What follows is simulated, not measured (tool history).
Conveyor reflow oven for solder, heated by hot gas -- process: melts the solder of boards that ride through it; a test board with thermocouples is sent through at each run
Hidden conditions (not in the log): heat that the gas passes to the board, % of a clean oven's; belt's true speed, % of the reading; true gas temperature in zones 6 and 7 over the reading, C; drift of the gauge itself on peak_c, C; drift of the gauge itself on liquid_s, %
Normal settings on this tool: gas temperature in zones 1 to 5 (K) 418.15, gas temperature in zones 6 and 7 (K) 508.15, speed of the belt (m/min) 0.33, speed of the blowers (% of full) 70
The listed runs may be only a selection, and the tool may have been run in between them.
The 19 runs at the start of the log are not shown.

run	day	gas temperature in zones 1 to 5 (K)	gas temperature in zones 6 and 7 (K)	speed of the belt (m/min)	speed of the blowers (% of full)	hours of work since the flux was cleaned out	hours of work since the belt drive was overhauled	hours of work since the thermocouples were changed	highest temperature of the board (K)	time above the solder's melting point (s)
20	8.175	418.15	508.15	0.397	61	18	330	105	485.75	65
21	8.396	418.15	508.15	0.397	61	21	333	109	485.85	65.1
22	8.912	418.15	508.15	0.268	67	29	341	116	498.35	117.3
23	9.2	418.15	510.15	0.268	61	33	345	121	498.85	116.9
24	9.492	414.15	510.15	0.284	61	37	349	125	497.25	107
25	10	414.15	510.15	0.284	61	45	357	133	497.35	105.7
26	10.25	414.15	510.15	0.284	61	49	361	136	497.25	106.2
27	10.696	418.15	506.15	0.33	77	55	367	143	493.05	90.7
28	11.054	418.15	506.15	0.33	77	61	373	148	493.25	90
29	11.471	420.15	508.15	0.323	70	67	379	154	494.55	93.3
30	11.812	418.15	508.15	0.341	51	72	384	160	488.25	79.2
31	12.308	418.15	508.15	0.341	51	79	392	167	488.25	79.8

Below are 3 alternative next runs, each starting from the tool's condition after run 31. Predict each:
A	12.567	418.15	521.15	0.341	51	83	395	171	?	?
B	12.567	418.15	507.15	0.361	74	83	395	171	?	?
C	12.567	412.15	508.15	0.341	51	83	395	171	?	?

run	highest temperature of the board (K)	time above the solder's melting point (s)
A	498.95	90.9
B	490.75	79.4
C	486.65	75.5
Had the tool no hidden state, the same runs would have come out as:
run	highest temperature of the board (K)	time above the solder's melting point (s)
A	499.55	90.6
B	491.45	79.4
C	487.25	75.6
